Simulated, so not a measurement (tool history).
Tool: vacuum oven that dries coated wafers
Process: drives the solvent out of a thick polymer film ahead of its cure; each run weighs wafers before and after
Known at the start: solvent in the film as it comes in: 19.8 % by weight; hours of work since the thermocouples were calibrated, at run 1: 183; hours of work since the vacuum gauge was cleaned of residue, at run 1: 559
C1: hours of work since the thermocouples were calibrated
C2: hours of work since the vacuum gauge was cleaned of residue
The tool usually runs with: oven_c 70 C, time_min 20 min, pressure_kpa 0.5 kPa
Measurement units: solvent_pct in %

Run 1, hour 0: usual settings; C1 183; C2 559. Result: solvent_pct 1.68 %.
Run 2, hour 16.2: usual settings but time_min 15 min; C1 196; C2 572. Result: solvent_pct 2.79 %.
Run 3, hour 48.8: usual settings but time_min 15 min; C1 222; C2 598. Result: solvent_pct 2.82 %.
Run 4, hour 65.4: usual settings but time_min 15 min, pressure_kpa 0.331 kPa; C1 235; C2 611. Result: solvent_pct 2.73 %.
Run 5, hour 84.1: usual settings but time_min 15 min, pressure_kpa 0.331 kPa; C1 250; C2 626. Result: solvent_pct 2.7 %.
Run 6, hour 106.1: usual settings but time_min 15 min, pressure_kpa 0.331 kPa; C1 267; C2 644. Result: solvent_pct 2.74 %.
Run 7, hour 139.6: usual settings; C1 294; C2 671. Result: solvent_pct 1.62 %.
Run 8, hour 162.9: usual settings but oven_c 58 C; C1 313; C2 689. Result: solvent_pct 4.36 %.
Run 9, hour 186.6: usual settings but time_min 12 min; C1 332; C2 708. Result: solvent_pct 3.89 %.
Run 10, hour 219.7: usual settings but time_min 12 min; C1 358; C2 734. Result: solvent_pct 3.94 %.
Run 11, hour 240.6: usual settings; C1 375; C2 751. Result: solvent_pct 1.58 %.
Run 12, hour 273.7: usual settings; C1 401; C2 778. Result: solvent_pct 1.64 %.
Run 13, hour 304: usual settings but time_min 30 min; C1 425; C2 802. Result: solvent_pct 0.73 %.
Run 14, hour 330.3: usual settings but time_min 30 min; C1 446; C2 823. Result: solvent_pct 0.72 %.
Run 15, hour 360.4: usual settings but time_min 30 min; C1 470; C2 847. Result: solvent_pct 0.65 %.
Run 16, hour 388: usual settings; C1 492; C2 869. Result: solvent_pct 1.59 %.
Run 17, hour 416.1: usual settings; C1 515; C2 891. Result: solvent_pct 1.64 %.
Run 18, hour 448.9: usual settings; C1 541; C2 917. Result: solvent_pct 1.59 %.
Run 19, hour 475.4: usual settings but pressure_kpa 1.997 kPa; C1 562; C2 938. Result: solvent_pct 2.29 %.
Run 20, hour 508.7: usual settings but pressure_kpa 1.997 kPa; C1 588; C2 965. Result: solvent_pct 2.24 %.
Run 21, hour 531.1: usual settings but pressure_kpa 1.997 kPa; C1 606; C2 983. Result: solvent_pct 2.18 %.
Run 22, hour 548.9: usual settings but pressure_kpa 0.55 kPa; C1 621; C2 997. Result: solvent_pct 1.64 %.
At hour 553.6: oven's thermocouples calibrated.
Run 23, hour 581.8: usual settings but pressure_kpa 0.55 kPa; C1 23; C2 1022. Result: solvent_pct 1.51 %.
Run 24, hour 609.6: usual settings but oven_c 61 C, time_min 17 min, pressure_kpa 0.361 kPa; C1 45; C2 1044. Result: solvent_pct 3.98 %.
Run 25, hour 631.4: usual settings but oven_c 72 C; C1 62; C2 1061. Result: solvent_pct 1.18 %.
Run 26, hour 661.4: usual settings but time_min 31 min; C1 86; C2 1085. Result: solvent_pct 0.6 %.
Run 27, hour 685: usual settings but time_min 10 min; C1 105; C2 1104. Result: solvent_pct 4.54 %.
Run 28, hour 704.1: usual settings but time_min 10 min; C1 120; C2 1119. Result: solvent_pct 4.49 %.
At hour 721.4: oven's thermocouples calibrated, once more.
Run 29, hour 731.1: usual settings but oven_c 78 C, time_min 32 min, pressure_kpa 0.518 kPa; C1 8; C2 1139. Result: solvent_pct 0.3 %.
Run 30, hour 748.1: usual settings but oven_c 78 C, time_min 32 min, pressure_kpa 0.518 kPa; C1 21; C2 1153. Result: solvent_pct 0.34 %.
Run 31, hour 773.9: usual settings but oven_c 80 C, time_min 32 min, pressure_kpa 0.513 kPa; C1 42; C2 1173. Result: solvent_pct 0.3 %.
Run 32, hour 807.8: usual settings but oven_c 83 C, pressure_kpa 1.782 kPa; C1 69; C2 1200. Result: solvent_pct 0.81 %.
Run 33, hour 832.8: usual settings but oven_c 64 C, time_min 11 min, pressure_kpa 0.272 kPa; C1 89; C2 1220. Result: solvent_pct 6.06 %.
Run 34, hour 866.5: usual settings but oven_c 78 C, pressure_kpa 0.333 kPa; C1 116; C2 1247. Result: solvent_pct 0.71 %.
Run 35, hour 893: usual settings but oven_c 78 C, pressure_kpa 0.333 kPa; C1 137; C2 1268. Result: solvent_pct 0.69 %.
At hour 911.9: vacuum gauge cleaned of residue and calibrated.
Run 36, hour 917.3: usual settings but oven_c 73 C, pressure_kpa 0.855 kPa; C1 155; C2 4. Result: solvent_pct 1.36 %.
Run 37, hour 934.7: usual settings but oven_c 75 C, time_min 28 min, pressure_kpa 1.439 kPa; C1 169; C2 18. Result: solvent_pct 0.81 %.
Run 38, hour 967.6: usual settings but pressure_kpa 0.305 kPa; C1 195; C2 44. Result: solvent_pct 1.5 %.
Run 39, hour 989.5: usual settings but time_min 15 min; C1 213; C2 62. Result: solvent_pct 2.8 %.
Run 40, hour 1015.7: usual settings but oven_c 56 C, time_min 34 min, pressure_kpa 0.571 kPa; C1 234; C2 83. Result: solvent_pct 2.41 %.
Run 41, hour 1035.2: usual settings but oven_c 75 C, pressure_kpa 0.28 kPa; C1 249; C2 98. Result: solvent_pct 0.86 %.
Run 42, hour 1069.3: usual settings but oven_c 67 C; C1 276; C2 125. Result: solvent_pct 2.16 %.
Run 43, hour 1093.3: usual settings but oven_c 67 C; C1 295; C2 145. Result: solvent_pct 2.13 %.

Entry by entry between the runs, the difference in hidden state between the last listed run before and the first listed run after:
After run 22, before run 23: oven's thermocouples calibrated (hour 553.6)
  true wafer temperature over the reading, C: 1.08 -> 1.82; true pressure over the reading, kPa: 0.203 -> 0.208
  measured minus no-state result, solvent_pct: -0.08 -> -0.2 %
After run 28, before run 29: oven's thermocouples calibrated, once more (hour 721.4)
  true wafer temperature over the reading, C: 2.01 -> -0.05; true pressure over the reading, kPa: 0.23 -> 0.234
  measured minus no-state result, solvent_pct: -0.45 -> +0.08 %
After run 35, before run 36: vacuum gauge cleaned of residue and calibrated (hour 911.9)
  true wafer temperature over the reading, C: 0.19 -> 0.23; true pressure over the reading, kPa: 0.262 -> 0.002
  measured minus no-state result, solvent_pct: +0.07 -> -0.03 %
